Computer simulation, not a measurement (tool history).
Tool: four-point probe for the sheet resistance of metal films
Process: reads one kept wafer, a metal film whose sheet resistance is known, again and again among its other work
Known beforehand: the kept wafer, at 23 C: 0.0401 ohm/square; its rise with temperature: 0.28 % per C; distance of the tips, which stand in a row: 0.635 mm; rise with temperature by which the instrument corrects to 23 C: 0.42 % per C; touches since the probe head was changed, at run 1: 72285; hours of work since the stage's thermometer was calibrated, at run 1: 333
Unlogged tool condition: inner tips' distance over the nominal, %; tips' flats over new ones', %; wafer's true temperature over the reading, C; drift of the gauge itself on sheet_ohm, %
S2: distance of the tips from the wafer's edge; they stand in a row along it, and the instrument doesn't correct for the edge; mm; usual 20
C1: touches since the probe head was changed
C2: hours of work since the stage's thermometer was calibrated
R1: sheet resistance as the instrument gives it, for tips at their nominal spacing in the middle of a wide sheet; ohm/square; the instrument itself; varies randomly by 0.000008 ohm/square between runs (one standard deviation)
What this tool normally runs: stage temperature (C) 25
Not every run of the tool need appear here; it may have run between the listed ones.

run 1 hour=0.0 | stage_temperature_(C)=25 S2=20 | C1=72285 C2=333 | R1=0.040001
run 2 hour=24.8 | stage_temperature_(C)=25 S2=20 | C1=73718 C2=353 | R1=0.039998
run 3 hour=38.9 | stage_temperature_(C)=25 S2=20 | C1=74537 C2=364 | R1=0.039995
run 4 hour=56.3 | stage_temperature_(C)=25 S2=65 | C1=75545 C2=378 | R1=0.039975
run 5 hour=72.8 | stage_temperature_(C)=25 S2=65 | C1=76495 C2=391 | R1=0.039969
run 6 hour=91.2 | stage_temperature_(C)=25 S2=44 | C1=77560 C2=406 | R1=0.039979
-- hour=99.1 new probe head fitted
run 7 hour=116.3 | stage_temperature_(C)=25 S2=44 | C1=999 C2=425 | R1=0.040224
run 8 hour=138.3 | stage_temperature_(C)=25 S2=44 | C1=2267 C2=443 | R1=0.040227
run 9 hour=158.3 | stage_temperature_(C)=33 S2=44 | C1=3428 C2=459 | R1=0.039812
run 10 hour=173.8 | stage_temperature_(C)=33 S2=44 | C1=4325 C2=471 | R1=0.039791
run 11 hour=194.3 | stage_temperature_(C)=33 S2=44 | C1=5506 C2=488 | R1=0.039812
run 12 hour=205.1 | stage_temperature_(C)=33 S2=44 | C1=6132 C2=496 | R1=0.039801
run 13 hour=223.6 | stage_temperature_(C)=34 S2=20 | C1=7205 C2=511 | R1=0.039775
run 14 hour=244.7 | stage_temperature_(C)=23 S2=20 | C1=8426 C2=528 | R1=0.040328
run 15 hour=259.8 | stage_temperature_(C)=25 S2=4 | C1=9295 C2=540 | R1=0.040739
run 16 hour=280.6 | stage_temperature_(C)=25 S2=4 | C1=10499 C2=557 | R1=0.040736
run 17 hour=297.7 | stage_temperature_(C)=25 S2=4 | C1=11490 C2=570 | R1=0.040737
run 18 hour=313.3 | stage_temperature_(C)=25 S2=4 | C1=12392 C2=583 | R1=0.040723
run 19 hour=331.0 | stage_temperature_(C)=25 S2=4 | C1=13416 C2=597 | R1=0.040738
run 20 hour=355.8 | stage_temperature_(C)=26 S2=10 | C1=14851 C2=617 | R1=0.040225
run 21 hour=369.1 | stage_temperature_(C)=26 S2=45 | C1=15618 C2=627 | R1=0.040137
run 22 hour=382.6 | stage_temperature_(C)=26 S2=45 | C1=16402 C2=638 | R1=0.040133
run 23 hour=407.5 | stage_temperature_(C)=26 S2=45 | C1=17842 C2=658 | R1=0.040135
-- hour=410.0 stage's thermometer calibrated
run 24 hour=434.1 | stage_temperature_(C)=21 S2=5 | C1=19353 C2=19 | R1=0.040732
run 25 hour=449.0 | stage_temperature_(C)=34 S2=8 | C1=20215 C2=31 | R1=0.039851
run 26 hour=473.6 | stage_temperature_(C)=22 S2=36 | C1=21633 C2=51 | R1=0.040346
run 27 hour=493.6 | stage_temperature_(C)=25 S2=10 | C1=22792 C2=67 | R1=0.040262
run 28 hour=507.9 | stage_temperature_(C)=21 S2=19 | C1=23621 C2=78 | R1=0.040405
run 29 hour=525.9 | stage_temperature_(C)=21 S2=51 | C1=24662 C2=93 | R1=0.040389
run 30 hour=543.8 | stage_temperature_(C)=25 S2=4 | C1=25699 C2=107 | R1=0.040709
-- hour=563.8 stage's thermometer calibrated, once more
run 31 hour=566.3 | stage_temperature_(C)=18 S2=64 | C1=26967 C2=2 | R1=0.040484
run 32 hour=592.7 | stage_temperature_(C)=19 S2=8 | C1=28496 C2=23 | R1=0.040597
run 33 hour=610.9 | stage_temperature_(C)=28 S2=16 | C1=29548 C2=38 | R1=0.039979
run 34 hour=633.5 | stage_temperature_(C)=20 S2=20 | C1=30858 C2=56 | R1=0.040413
run 35 hour=658.5 | stage_temperature_(C)=25 S2=10 | C1=32302 C2=76 | R1=0.040185
run 36 hour=679.3 | stage_temperature_(C)=35 S2=60 | C1=33504 C2=92 | R1=0.039583
run 37 hour=698.1 | stage_temperature_(C)=35 S2=60 | C1=34595 C2=107 | R1=0.039577
run 38 hour=720.9 | stage_temperature_(C)=23 S2=41 | C1=35913 C2=126 | R1=0.040215

Hidden state at the last listed run before each entry between runs and at the first one after, where it differs:
From run 6 to run 7: new probe head fitted (hour 99.1)
  inner tips' distance over the nominal, %: -0.109 -> 0.474; tips' flats over new ones', %: 113 -> 2; wafer's true temperature over the reading, C: 0.18 -> 0.19
  measured less the result without the state, R1: -0.000027 -> +0.000227 ohm/square
From run 23 to run 24: stage's thermometer calibrated (hour 410.0)
  inner tips' distance over the nominal, %: 0.351 -> 0.34; tips' flats over new ones', %: 25 -> 27; wafer's true temperature over the reading, C: 0.28 -> 0.33
  measured less the result without the state, R1: +0.000183 -> +0.000187 ohm/square
From run 30 to run 31: stage's thermometer calibrated, once more (hour 563.8)
  inner tips' distance over the nominal, %: 0.294 -> 0.285; tips' flats over new ones', %: 37 -> 38; wafer's true temperature over the reading, C: 0.36 -> 0.02
  measured less the result without the state, R1: +0.000170 -> +0.000127 ohm/square

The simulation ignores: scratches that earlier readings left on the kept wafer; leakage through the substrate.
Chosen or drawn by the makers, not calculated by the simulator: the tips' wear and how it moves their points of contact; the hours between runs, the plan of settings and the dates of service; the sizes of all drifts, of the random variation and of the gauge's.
